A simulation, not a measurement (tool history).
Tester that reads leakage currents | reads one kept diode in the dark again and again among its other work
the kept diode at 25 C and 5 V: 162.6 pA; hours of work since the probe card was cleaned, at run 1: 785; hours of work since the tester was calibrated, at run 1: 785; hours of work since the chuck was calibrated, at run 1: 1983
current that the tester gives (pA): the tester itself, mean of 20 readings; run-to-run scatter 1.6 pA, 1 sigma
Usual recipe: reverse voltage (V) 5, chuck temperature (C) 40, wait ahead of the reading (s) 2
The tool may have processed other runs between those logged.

run	hour	reverse voltage (V)	chuck temperature (C)	wait ahead of the reading (s)	hours of work since the probe card was cleaned	hours of work since the tester was calibrated	hours of work since the chuck was calibrated	current that the tester gives (pA)
1	0	5	40	2	785	785	1983	536.55
# hour 89.3: chuck's temperature calibrated
2	101.1	5	40	2	844	844	7	534.75
3	178.8	5	44	2	890	890	53	719.48
4	228.3	5	44	2	920	920	83	720.64
5	272.6	5	44	2	946	946	109	721.25
6	358.5	5	44	2	997	997	160	719.88
7	419.1	5	44	2	1033	1033	196	714.93
8	488.3	5	44	2	1074	1074	237	722.23
9	587.7	5	40	2	1133	1133	296	534.6
10	641.3	5	40	2	1165	1165	328	536.68
11	727.2	5	40	2	1216	1216	379	534.66
12	786.5	5	40	2	1251	1251	414	534.1
13	882.3	5	52	3.37	1308	1308	471	1282.87
14	956	5	52	3.37	1352	1352	515	1274.86
15	1049.7	9.99	26	7.74	1408	1408	571	256.56
16	1092.7	9.99	26	7.74	1433	1433	597	255.42
17	1173.2	9.99	26	7.74	1481	1481	644	256.56
18	1228.5	9.99	52	7.74	1514	1514	677	1836.91
19	1301.1	9.96	52	7.74	1557	1557	720	1844.31
20	1394.1	9.96	22	3.59	1613	1613	776	182.39
21	1481.6	9.96	22	3.59	1665	1665	828	184.06
22	1542.4	9.96	22	3.59	1701	1701	864	184.35
23	1590.5	9.96	22	3.59	1729	1729	892	182.81

Consider 5 possible next runs. They are alternatives, not a sequence: every one starts from the tool as it was left by run 23. What does each give?
# hour 1621.5: probe card cleaned and baked
A	1669.9	5	24	1.74	29	1775	938	?
# hour 1621.5: probe card cleaned and baked
B	1669.9	9.96	21	1.73	29	1775	938	?
# hour 1621.5: probe card cleaned and baked
C	1669.9	10.52	48	3.59	29	1775	938	?
# hour 1621.5: probe card cleaned and baked
D	1669.9	5	27	3.28	29	1775	938	?
# hour 1621.5: probe card cleaned and baked
E	1669.9	5	40	0.4	29	1775	938	?

run	current that the tester gives (pA)
A	151.17
B	169.57
C	1425.19
D	193.97
E	535.81
Had the tool no hidden state, the same runs would have come out as:
run	current that the tester gives (pA)
A	151.04
B	169.43
C	1424.19
D	193.81
E	535.42
